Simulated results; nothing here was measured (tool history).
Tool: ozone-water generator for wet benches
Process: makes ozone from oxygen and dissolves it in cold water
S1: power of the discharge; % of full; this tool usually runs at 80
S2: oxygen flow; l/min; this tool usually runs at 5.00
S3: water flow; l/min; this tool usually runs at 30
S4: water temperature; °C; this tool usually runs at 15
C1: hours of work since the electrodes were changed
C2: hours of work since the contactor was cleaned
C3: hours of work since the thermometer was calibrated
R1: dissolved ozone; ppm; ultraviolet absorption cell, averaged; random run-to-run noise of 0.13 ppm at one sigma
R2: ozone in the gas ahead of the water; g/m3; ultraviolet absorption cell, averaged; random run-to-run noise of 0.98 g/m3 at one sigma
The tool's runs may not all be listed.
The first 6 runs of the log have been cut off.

Run 7, hour 126.4: usual settings; C1 265; C2 4896; C3 1397. Result: R1 12.6 ppm, R2 170.0 g/m3.
Run 8, hour 156.7: usual settings; C1 289; C2 4920; C3 1421. Result: R1 12.4 ppm, R2 169.0 g/m3.
Run 9, hour 186.0: usual settings; C1 313; C2 4944; C3 1444. Result: R1 12.4 ppm, R2 168.4 g/m3.
Run 10, hour 214.5: usual settings; C1 335; C2 4966; C3 1466. Result: R1 12.5 ppm, R2 168.0 g/m3.
Run 11, hour 244.2: usual settings; C1 359; C2 4990; C3 1490. Result: R1 12.5 ppm, R2 167.6 g/m3.
Run 12, hour 263.9: usual settings; C1 374; C2 5005; C3 1506. Result: R1 12.7 ppm, R2 169.2 g/m3.
Run 13, hour 296.0: usual settings; C1 400; C2 5031; C3 1531. Result: R1 12.3 ppm, R2 168.9 g/m3.
At hour 298.6: water thermometer calibrated.
Run 14, hour 325.9: usual settings; C1 423; C2 5054; C3 22. Result: R1 12.5 ppm, R2 169.5 g/m3.
Run 15, hour 339.3: usual settings; C1 434; C2 5065; C3 32. Result: R1 12.5 ppm, R2 169.3 g/m3.
Run 16, hour 360.0: usual settings; C1 450; C2 5081; C3 49. Result: R1 12.3 ppm, R2 168.1 g/m3.
At hour 374.3: water thermometer calibrated, once more.
Run 17, hour 387.5: usual settings; C1 472; C2 5103; C3 10. Result: R1 12.4 ppm, R2 168.6 g/m3.
Run 18, hour 406.9: usual settings but S1 61 % of full, S3 33 l/min; C1 487; C2 5118; C3 26. Result: R1 9.5 ppm, R2 141.3 g/m3.
Run 19, hour 425.6: usual settings but S1 66 % of full, S2 5.02 l/min; C1 502; C2 5133; C3 41. Result: R1 11.0 ppm, R2 148.4 g/m3.
Run 20, hour 456.0: usual settings but S1 66 % of full, S2 5.02 l/min; C1 526; C2 5157; C3 65. Result: R1 11.0 ppm, R2 146.0 g/m3.
Run 21, hour 475.9: usual settings but S1 46 % of full; C1 542; C2 5173; C3 81. Result: R1 8.6 ppm, R2 117.3 g/m3.
Run 22, hour 506.1: usual settings but S1 46 % of full; C1 566; C2 5197; C3 105. Result: R1 8.6 ppm, R2 115.8 g/m3.
Run 23, hour 531.7: usual settings but S1 67 % of full, S2 8.00 l/min; C1 586; C2 5217; C3 125. Result: R1 11.5 ppm, R2 117.1 g/m3.
Run 24, hour 561.0: usual settings but S1 67 % of full, S2 8.00 l/min; C1 609; C2 5240; C3 148. Result: R1 11.6 ppm, R2 117.6 g/m3.
Run 25, hour 593.0: usual settings but S1 52 % of full, S2 7.81 l/min, S3 39 l/min, S4 8 °C; C1 635; C2 5266; C3 174. Result: R1 8.3 ppm, R2 99.9 g/m3.
Run 26, hour 612.0: usual settings but S1 52 % of full, S2 7.81 l/min, S3 39 l/min, S4 8 °C; C1 650; C2 5281; C3 189. Result: R1 8.4 ppm, R2 100.7 g/m3.
Run 27, hour 641.6: usual settings but S1 52 % of full, S2 7.81 l/min, S3 39 l/min, S4 8 °C; C1 673; C2 5304; C3 212. Result: R1 8.6 ppm, R2 99.3 g/m3.

Run 28 is up next; what results do you expect?
Run 28, hour 662.9: usual settings but S1 42 % of full, S3 18 l/min, S4 9 °C; C1 690; C2 5321; C3 229. Result: R1 ?, R2 ?.

{"run 28": {"R1": 13.2, "R2": 110.2}}
If the tool had no hidden condition, the same run with the same run-to-run variation would have returned R1 13.9 ppm, R2 110.8 g/m3.
